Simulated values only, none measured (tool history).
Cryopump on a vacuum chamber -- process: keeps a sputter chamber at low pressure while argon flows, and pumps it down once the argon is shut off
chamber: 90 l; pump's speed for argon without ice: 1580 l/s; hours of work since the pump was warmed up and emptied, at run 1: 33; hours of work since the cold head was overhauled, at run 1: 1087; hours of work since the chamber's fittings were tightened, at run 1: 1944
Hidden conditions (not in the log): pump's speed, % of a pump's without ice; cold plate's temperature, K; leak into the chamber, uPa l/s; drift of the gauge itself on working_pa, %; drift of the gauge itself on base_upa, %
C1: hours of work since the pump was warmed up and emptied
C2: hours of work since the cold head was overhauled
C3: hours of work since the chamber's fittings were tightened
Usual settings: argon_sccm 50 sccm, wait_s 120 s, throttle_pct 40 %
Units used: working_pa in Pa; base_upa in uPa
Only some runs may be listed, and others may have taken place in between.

run 1 hour=0 | argon_sccm=50 wait_s=120 throttle_pct=40 | C1=33 C2=1087 C3=1944 | working_pa=0.1355 base_upa=1.44
run 2 hour=54.1 | argon_sccm=50 wait_s=120 throttle_pct=21 | C1=55 C2=1109 C3=1966 | working_pa=0.256 base_upa=1.46
run 3 hour=124.2 | argon_sccm=33 wait_s=120 throttle_pct=21 | C1=83 C2=1137 C3=1994 | working_pa=0.1706 base_upa=1.49
run 4 hour=171.6 | argon_sccm=33 wait_s=120 throttle_pct=21 | C1=102 C2=1157 C3=2013 | working_pa=0.17 base_upa=1.55
run 5 hour=258.5 | argon_sccm=33 wait_s=120 throttle_pct=53 | C1=137 C2=1192 C3=2048 | working_pa=0.0707 base_upa=1.55
run 6 hour=314.8 | argon_sccm=33 wait_s=120 throttle_pct=53 | C1=160 C2=1214 C3=2071 | working_pa=0.0712 base_upa=1.57
run 7 hour=398.1 | argon_sccm=33 wait_s=120 throttle_pct=53 | C1=193 C2=1248 C3=2104 | working_pa=0.0706 base_upa=1.65
run 8 hour=469.3 | argon_sccm=33 wait_s=120 throttle_pct=53 | C1=222 C2=1276 C3=2133 | working_pa=0.0717 base_upa=1.64
run 9 hour=557.2 | argon_sccm=63 wait_s=27 throttle_pct=24 | C1=258 C2=1312 C3=2168 | working_pa=0.2926 base_upa=3.07
run 10 hour=642.4 | argon_sccm=53 wait_s=122 throttle_pct=40 | C1=292 C2=1346 C3=2202 | working_pa=0.1536 base_upa=1.83

For some of the steps in working_pa from one run to the next: how much would appear even if the tool had no hidden state, given the settings, what came in and random variation, and how much remains for the hidden state plus any gauge scatter that the measured result and the result without hidden state don't share?
Run 8 -> 9: argon_sccm 33 -> 63, wait_s 120 -> 27, throttle_pct 53 -> 24. working_pa +0.2209 Pa: hidden state +0.0072, all else +0.2137.
